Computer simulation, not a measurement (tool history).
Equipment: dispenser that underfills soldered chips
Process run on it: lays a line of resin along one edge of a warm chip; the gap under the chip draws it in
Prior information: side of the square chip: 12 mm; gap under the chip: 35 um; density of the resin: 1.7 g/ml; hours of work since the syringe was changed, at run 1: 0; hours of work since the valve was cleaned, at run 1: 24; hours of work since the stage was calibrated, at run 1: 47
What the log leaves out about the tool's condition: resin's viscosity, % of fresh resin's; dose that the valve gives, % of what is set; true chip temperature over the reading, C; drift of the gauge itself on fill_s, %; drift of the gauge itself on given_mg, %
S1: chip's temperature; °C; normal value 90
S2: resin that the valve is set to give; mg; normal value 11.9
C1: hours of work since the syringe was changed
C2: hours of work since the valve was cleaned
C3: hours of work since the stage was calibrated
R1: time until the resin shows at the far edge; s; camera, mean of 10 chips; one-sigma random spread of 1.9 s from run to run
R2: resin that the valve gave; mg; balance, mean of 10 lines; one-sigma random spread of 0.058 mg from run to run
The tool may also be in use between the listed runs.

run 1 hour=0 | S1=90 S2=11.9 | C1=0 C2=24 C3=47 | R1=197 R2=11.53
run 2 hour=6.4 | S1=90 S2=11.9 | C1=5 C2=29 C3=51 | R1=237.6 R2=11.54
-- hour=8.4 new syringe of resin
run 3 hour=12 | S1=90 S2=11.9 | C1=3 C2=33 C3=55 | R1=218.9 R2=11.55
-- hour=16.7 new syringe of resin
run 4 hour=20.1 | S1=90 S2=11.9 | C1=2 C2=38 C3=61 | R1=215.5 R2=11.52
-- hour=24.9 new syringe of resin
run 5 hour=26.7 | S1=90 S2=14.7 | C1=1 C2=43 C3=65 | R1=192.9 R2=14.11
-- hour=33.2 new syringe of resin
run 6 hour=35.2 | S1=86 S2=11.9 | C1=1 C2=48 C3=71 | R1=237.7 R2=11.36
-- hour=41.8 new syringe of resin
run 7 hour=43.1 | S1=86 S2=11.9 | C1=1 C2=54 C3=76 | R1=236.2 R2=11.27
run 8 hour=48.3 | S1=90 S2=13.7 | C1=5 C2=57 C3=80 | R1=237.3 R2=13
-- hour=50.4 new syringe of resin
run 9 hour=54 | S1=90 S2=13.7 | C1=3 C2=61 C3=84 | R1=214.3 R2=12.93
-- hour=58.8 new syringe of resin
run 10 hour=61.5 | S1=90 S2=13.7 | C1=2 C2=66 C3=89 | R1=204.8 R2=12.76
run 11 hour=66.2 | S1=90 S2=13.7 | C1=5 C2=70 C3=92 | R1=240.2 R2=12.76
-- hour=67.3 new syringe of resin
run 12 hour=70.4 | S1=90 S2=13.7 | C1=2 C2=73 C3=95 | R1=207.7 R2=12.78
-- hour=75.7 new syringe of resin
run 13 hour=78.7 | S1=90 S2=11.4 | C1=2 C2=78 C3=101 | R1=217.2 R2=10.57
-- hour=84.6 new syringe of resin
run 14 hour=87.9 | S1=90 S2=15.1 | C1=2 C2=85 C3=107 | R1=207.9 R2=13.97
-- hour=93 new syringe of resin
run 15 hour=95.1 | S1=90 S2=15.1 | C1=1 C2=89 C3=112 | R1=201.8 R2=13.77
run 16 hour=100.1 | S1=90 S2=10.8 | C1=5 C2=93 C3=116 | R1=253.6 R2=9.84
-- hour=101.6 new syringe of resin
run 17 hour=106.6 | S1=90 S2=10.8 | C1=4 C2=97 C3=120 | R1=241 R2=9.82
-- hour=110.2 new syringe of resin
run 18 hour=115.9 | S1=81 S2=10.8 | C1=4 C2=104 C3=126 | R1=348.1 R2=9.77
-- hour=117.6 dispensing valve cleaned and set on the balance
-- hour=119.8 new syringe of resin
run 19 hour=121.4 | S1=97 S2=14 | C1=1 C2=2 C3=129 | R1=159.2 R2=14.04
run 20 hour=126.6 | S1=99 S2=11.3 | C1=5 C2=6 C3=133 | R1=177.1 R2=11.29
-- hour=128.1 new syringe of resin
run 21 hour=134.1 | S1=96 S2=15.1 | C1=4 C2=11 C3=138 | R1=183.3 R2=14.91
-- hour=136.7 new syringe of resin
run 22 hour=140.7 | S1=82 S2=12.6 | C1=3 C2=16 C3=143 | R1=288 R2=12.36
-- hour=145.2 new syringe of resin
run 23 hour=149.9 | S1=82 S2=12.2 | C1=3 C2=22 C3=149 | R1=307.5 R2=11.95
-- hour=153.8 new syringe of resin
run 24 hour=155.8 | S1=82 S2=12.2 | C1=1 C2=26 C3=153 | R1=282.4 R2=11.9
run 25 hour=159.6 | S1=84 S2=14.3 | C1=4 C2=29 C3=156 | R1=294.5 R2=13.92
-- hour=162.7 new syringe of resin
run 26 hour=165.8 | S1=84 S2=14.3 | C1=2 C2=33 C3=160 | R1=261.3 R2=13.82
-- hour=171.3 new syringe of resin
run 27 hour=172 | S1=98 S2=10.1 | C1=0 C2=37 C3=164 | R1=156.6 R2=9.72
run 28 hour=176.1 | S1=89 S2=14.7 | C1=3 C2=40 C3=167 | R1=232 R2=14.07
-- hour=179.6 new syringe of resin
run 29 hour=185.1 | S1=86 S2=13.3 | C1=4 C2=46 C3=173 | R1=265.8 R2=12.79
-- hour=188.1 new syringe of resin
run 30 hour=193.2 | S1=83 S2=11 | C1=4 C2=52 C3=179 | R1=308 R2=10.46
-- hour=196.4 new syringe of resin
run 31 hour=197.4 | S1=76 S2=13.4 | C1=1 C2=55 C3=181 | R1=340.1 R2=12.78
-- hour=204.9 new syringe of resin
run 32 hour=205.4 | S1=77 S2=11.8 | C1=0 C2=60 C3=187 | R1=331.2 R2=11.18
-- hour=213.5 new syringe of resin
run 33 hour=213.6 | S1=103 S2=12 | C1=0 C2=66 C3=193 | R1=125.1 R2=11.37
-- hour=221.8 new syringe of resin
run 34 hour=222.7 | S1=99 S2=14.3 | C1=1 C2=72 C3=199 | R1=144.6 R2=13.37
-- hour=230.1 new syringe of resin
run 35 hour=231.6 | S1=94 S2=11.2 | C1=1 C2=78 C3=205 | R1=189.9 R2=10.34

3 options for the next run, each taken on its own from the tool as it stands now. Forecast them:
run A hour=236.2 | S1=82 S2=11.5 | C1=4 C2=81 C3=208 | R1=? R2=?
run B hour=236.2 | S1=76 S2=11.3 | C1=4 C2=81 C3=208 | R1=? R2=?
run C hour=236.2 | S1=95 S2=14.5 | C1=4 C2=81 C3=208 | R1=? R2=?

run=A R1=331.1 R2=10.68
run=B R1=423.6 R2=10.44
run=C R1=195.5 R2=13.33
Take away the tool's hidden state, keep each run's random variation, and the runs would have read:
run=A R1=255.8 R2=11.55
run=B R1=326.5 R2=11.29
run=C R1=153.8 R2=14.41
